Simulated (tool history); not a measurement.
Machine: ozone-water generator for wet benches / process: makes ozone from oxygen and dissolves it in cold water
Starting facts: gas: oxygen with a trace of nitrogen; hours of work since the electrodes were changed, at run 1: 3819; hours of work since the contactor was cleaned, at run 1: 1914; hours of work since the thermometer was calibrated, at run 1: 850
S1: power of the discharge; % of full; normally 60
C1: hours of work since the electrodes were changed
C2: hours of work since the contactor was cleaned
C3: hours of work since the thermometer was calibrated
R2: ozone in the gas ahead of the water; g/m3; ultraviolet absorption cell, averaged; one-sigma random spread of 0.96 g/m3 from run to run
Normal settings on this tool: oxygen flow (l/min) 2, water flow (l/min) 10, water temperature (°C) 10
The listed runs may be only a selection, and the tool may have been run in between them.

Run 1, hour 0: usual settings; C1 3819; C2 1914; C3 850. Result: dissolved ozone (ppm) 11.4, R2 150.1 g/m3.
Run 2, hour 58: usual settings; C1 3869; C2 1964; C3 900. Result: dissolved ozone (ppm) 11.3, R2 151.5 g/m3.
Run 3, hour 141.8: usual settings but water temperature (°C) 17; C1 3941; C2 2036; C3 972. Result: dissolved ozone (ppm) 10.6, R2 148.9 g/m3.
Run 4, hour 235.2: usual settings; C1 4021; C2 2116; C3 1053. Result: dissolved ozone (ppm) 11.3, R2 150.3 g/m3.
Run 5, hour 294.5: usual settings; C1 4072; C2 2167; C3 1104. Result: dissolved ozone (ppm) 11.2, R2 150.5 g/m3.
Run 6, hour 356.7: usual settings; C1 4126; C2 2221; C3 1157. Result: dissolved ozone (ppm) 11.2, R2 149.3 g/m3.
At hour 365.8: water thermometer calibrated.
Run 7, hour 421.4: usual settings but S1 58 % of full, water flow (l/min) 9; C1 4181; C2 2276; C3 48. Result: dissolved ozone (ppm) 12.3, R2 147.4 g/m3.
Run 8, hour 538.6: usual settings but water temperature (°C) 15; C1 4282; C2 2377; C3 149. Result: dissolved ozone (ppm) 10.6, R2 150.2 g/m3.
Run 9, hour 627.6: usual settings but water temperature (°C) 15; C1 4358; C2 2454; C3 225. Result: dissolved ozone (ppm) 10.5, R2 149.7 g/m3.
Run 10, hour 705.5: usual settings but water temperature (°C) 15; C1 4426; C2 2521; C3 293. Result: dissolved ozone (ppm) 10.5, R2 148.2 g/m3.
Run 11, hour 782.4: usual settings but water flow (l/min) 9, water temperature (°C) 7; C1 4492; C2 2587; C3 359. Result: dissolved ozone (ppm) 12.5, R2 150.1 g/m3.
At hour 803.7: water thermometer calibrated, once more.
Run 12, hour 843.6: usual settings but oxygen flow (l/min) 2.2, water flow (l/min) 7; C1 4544; C2 2639; C3 34. Result: dissolved ozone (ppm) 16, R2 144 g/m3.

For some of the steps in dissolved ozone (ppm) from one run to the next: how much would appear even if the tool had no hidden state, given the settings, what came in and random variation, and how much remains for the hidden state plus any gauge scatter that the measured result and the result without hidden state don't share?
What the log doesn't record here: yield of the discharge, % of new electrodes'; contactor's efficiency, % of a clean one's; true water temperature over the reading, C; drift of the gauge itself on ozone_ppm, %; drift of the gauge itself on gas_g_m3, %.
Run 11 -> 12: oxygen flow (l/min) 2 -> 2.2, water flow (l/min) 9 -> 7, water temperature (°C) 7 -> 10, water thermometer calibrated, once more. dissolved ozone (ppm) +3.5: hidden state -0.6, all else +4.1.

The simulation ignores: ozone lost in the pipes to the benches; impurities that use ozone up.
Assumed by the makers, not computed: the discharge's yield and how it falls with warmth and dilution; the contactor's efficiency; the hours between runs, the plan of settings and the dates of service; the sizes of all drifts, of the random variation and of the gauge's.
